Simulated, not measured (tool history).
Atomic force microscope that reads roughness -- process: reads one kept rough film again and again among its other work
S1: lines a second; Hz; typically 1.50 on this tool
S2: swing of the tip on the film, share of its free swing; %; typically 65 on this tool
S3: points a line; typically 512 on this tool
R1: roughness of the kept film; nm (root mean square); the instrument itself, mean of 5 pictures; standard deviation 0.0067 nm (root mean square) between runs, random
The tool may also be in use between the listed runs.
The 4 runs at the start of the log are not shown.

run   hour    S1  S2   S3     R1
  5   52.7  1.50  65  512  1.304
  6   72.2  1.50  65  512  1.303
  7   94.7  1.50  77  512  1.204
      98.2  -- new tip fitted
  8  113.3  1.50  77  512  1.257
  9  127.4  1.50  77  512  1.249
 10  139.0  1.50  56  512  1.343
 11  161.1  2.13  65  512  1.255
 12  182.0  2.13  65  512  1.256
 13  194.2  2.13  65  512  1.251
     196.1  -- new tip fitted
 14  205.1  2.13  65  512  1.310
 15  221.2  2.13  65  512  1.298
 16  244.1  1.50  65  466  1.308
 17  260.1  1.50  65  466  1.293
 18  274.8  1.50  65  466  1.275
     294.2  -- new tip fitted
 19  294.9  2.69  73  311  1.212
 20  306.2  3.35  65  977  1.251
 21  328.8  3.10  69  306  1.201

Run 22, settings as shown, results not yet in. Your forecast:
 22  343.3  3.10  69  306   ?

Run 22 yielded R1 1.190 nm (root mean square).
The same run, on a tool lacking any hidden state, would have yielded R1 1.231 nm (root mean square).
